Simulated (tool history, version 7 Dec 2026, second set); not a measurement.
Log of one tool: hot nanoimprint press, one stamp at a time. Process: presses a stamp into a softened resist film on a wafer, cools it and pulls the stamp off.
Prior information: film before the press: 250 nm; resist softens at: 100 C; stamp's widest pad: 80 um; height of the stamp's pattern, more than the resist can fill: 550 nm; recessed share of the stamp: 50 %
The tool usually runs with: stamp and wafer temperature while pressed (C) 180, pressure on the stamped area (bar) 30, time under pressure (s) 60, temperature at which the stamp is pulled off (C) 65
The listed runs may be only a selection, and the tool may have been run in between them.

run     day  stamp and wafer temperature while pressed (C)  pressure on the stamped area (bar)  time under pressure (s)  temperature at which the stamp is pulled off (C)  resist left under the stamp's widest pad (nm)  greatest force while the stamp is pulled off (N)
  1       0                                            180                                  30                       60                                                65                                            123                                               192
  2   3.596                                            180                                  30                       60                                                65                                          123.2                                               180
  3     7.4                                            180                                  30                       60                                                65                                            121                                               198
  4   9.812                                            180                                  30                       60                                                65                                            122                                               190
  5  13.238                                            180                                19.9                       60                                                65                                            150                                               183
  6  16.358                                            180                                  30                       60                                                65                                          122.3                                               189
  7  19.283                                            180                                  30                      113                                                65                                           98.2                                               189
  8  22.679                                            180                                41.6                       60                                                65                                          101.7                                               191
  9  25.483                                            180                                41.6                       60                                                65                                          101.4                                               190
 10  28.171                                            180                                41.6                       60                                                65                                          101.6                                               190
 11  31.992                                            180                                41.6                       60                                                65                                          101.5                                               192
 12  35.188                                            180                                41.6                       60                                                65                                          101.1                                               196
 13  37.162                                            180                                26.6                       60                                                65                                          129.7                                               196
 14  40.983                                            180                                  30                       60                                                65                                          122.1                                               188
 15  43.871                                            180                                  30                       60                                                65                                          122.6                                               194
 16  46.033                                            178                                45.9                       49                                                54                                          111.3                                               244
 17  47.904                                            185                                  30                       48                                                65                                          107.1                                               195
 18  49.938                                            181                                46.7                       30                                                53                                            116                                               244
 19  53.767                                            180                                45.9                       60                                                71                                           95.7                                               155
 20  57.433                                            180                                30.7                       60                                                59                                          121.2                                               216
 21  60.646                                            180                                  30                       38                                                65                                          140.5                                               186
 22   64.15                                            180                                  30                       38                                                65                                          142.1                                               188
 23  67.162                                            180                                  23                       60                                                65                                          140.8                                               194
 24  70.279                                            180                                44.6                       60                                                62                                           98.2                                               212
 25  73.096                                            180                                  33                      101                                                65                                           97.9                                               194
 26  76.925                                            180                                46.2                       98                                                65                                           80.7                                               190
 27  79.896                                            180                                18.2                       60                                                65                                          155.9                                               186
 28  82.646                                            180                                  30                       85                                                51                                          109.4                                               265
 29  86.025                                            180                                20.3                       60                                                68                                          148.7                                               175
 30  89.321                                            180                                47.4                       31                                                68                                          118.2                                               174

Missing from the log above: 7 entries noted between runs. For each, name the pair of listed runs it sits between and say how the tool's hidden condition differs from the listed run just before to the listed run just after:
Between runs 2 and 3: plate thermocouple calibrated (day 6.654)
  true temperature over the reading, C: -0.05 -> 0; pressure that arrives at the usual setting, %: 99.79 -> 99.78; grip of the stamp's worn release coat, % over a new coat's: 0.4 -> 0.6
Between runs 3 and 4: press's hydraulic seals changed and the load cell set to zero (day 8.646)
  true temperature over the reading, C: 0 -> -0.01; pressure that arrives at the usual setting, %: 99.78 -> 100.01; grip of the stamp's worn release coat, % over a new coat's: 0.6 -> 0.7
Between runs 5 and 6: stamp cleaned and given a new release coat (day 14.812)
  pressure that arrives at the usual setting, %: 100 -> 99.99; grip of the stamp's worn release coat, % over a new coat's: 0.8 -> 0.1
Between runs 12 and 13: stamp cleaned and given a new release coat (day 36.404)
  pressure that arrives at the usual setting, %: 99.95 -> 99.94; grip of the stamp's worn release coat, % over a new coat's: 0.8 -> 0
Between runs 20 and 21: stamp cleaned and given a new release coat (day 57.917); plate thermocouple calibrated (day 60.646)
  true temperature over the reading, C: -0.06 -> 0; pressure that arrives at the usual setting, %: 99.89 -> 99.88; grip of the stamp's worn release coat, % over a new coat's: 0.9 -> 0.1
Between runs 26 and 27: stamp cleaned and given a new release coat (day 79.717)
  grip of the stamp's worn release coat, % over a new coat's: 0.8 -> 0
